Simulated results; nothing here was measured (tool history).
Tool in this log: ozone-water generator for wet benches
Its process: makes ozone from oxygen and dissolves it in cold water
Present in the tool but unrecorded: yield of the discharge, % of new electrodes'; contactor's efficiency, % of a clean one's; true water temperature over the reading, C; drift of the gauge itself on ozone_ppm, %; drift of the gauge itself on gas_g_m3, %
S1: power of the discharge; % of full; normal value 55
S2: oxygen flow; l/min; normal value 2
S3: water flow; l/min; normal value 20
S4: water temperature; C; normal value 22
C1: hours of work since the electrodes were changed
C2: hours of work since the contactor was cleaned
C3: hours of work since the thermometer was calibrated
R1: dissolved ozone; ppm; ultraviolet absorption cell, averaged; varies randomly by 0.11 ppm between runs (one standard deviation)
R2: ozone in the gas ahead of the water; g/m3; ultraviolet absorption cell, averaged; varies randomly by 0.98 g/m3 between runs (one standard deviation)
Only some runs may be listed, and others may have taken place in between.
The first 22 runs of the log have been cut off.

| run | hour | S1 | S2 | S3 | S4 | C1 | C2 | C3 | R1 | R2 |
|---|---|---|---|---|---|---|---|---|---|---|
| 23 | 1639.4 | 55 | 1.81 | 15 | 20 | 3394 | 7888 | 1247 | 9.4 | 169.9 |
| 24 | 1723.8 | 55 | 3.42 | 20 | 15 | 3461 | 7956 | 1314 | 9.7 | 137 |
| 25 | 1833 | 55 | 3.42 | 20 | 15 | 3549 | 8043 | 1402 | 9.5 | 136.8 |
| 26 | 1889.2 | 91 | 3.13 | 14 | 18 | 3594 | 8088 | 1447 | 17.7 | 209.5 |
| 27 | 1952.9 | 59 | 3.13 | 27 | 24 | 3645 | 8139 | 1498 | 6.9 | 148.6 |
| 28 | 2033.3 | 91 | 3.13 | 27 | 26 | 3709 | 8204 | 1562 | 9.3 | 206.8 |
| 29 | 2110.7 | 91 | 3.13 | 27 | 26 | 3771 | 8266 | 1624 | 9.3 | 207.5 |
| 30 | 2208.7 | 40 | 2 | 20 | 22 | 3849 | 8344 | 1702 | 5.8 | 129.2 |
| 31 | 2260.3 | 50 | 2 | 20 | 23 | 3891 | 8385 | 1744 | 6.6 | 153.4 |
| 32 | 2355.6 | 46 | 1.79 | 25 | 14 | 3967 | 8462 | 1820 | 5.1 | 148.3 |
| 33 | 2427.6 | 55 | 1.67 | 29 | 22 | 4025 | 8519 | 1878 | 4.7 | 174.2 |

Branching from run 33: 3 alternative next runs. What would each branch give?
| A | 2518.6 | 55 | 3.47 | 29 | 22 | 4098 | 8592 | 1950 | ? | ? |
| B | 2518.6 | 55 | 1.67 | 26 | 22 | 4098 | 8592 | 1950 | ? | ? |
| C | 2518.6 | 55 | 2 | 20 | 19 | 4098 | 8592 | 1950 | ? | ? |

| run | R1 | R2 |
|---|---|---|
| A | 6.1 | 135.9 |
| B | 4.9 | 173.5 |
| C | 7.5 | 163.1 |
With no hidden state in the tool, these same runs would have given:
| run | R1 | R2 |
|---|---|---|
| A | 6.5 | 139.8 |
| B | 5.2 | 178.4 |
| C | 8 | 167.7 |
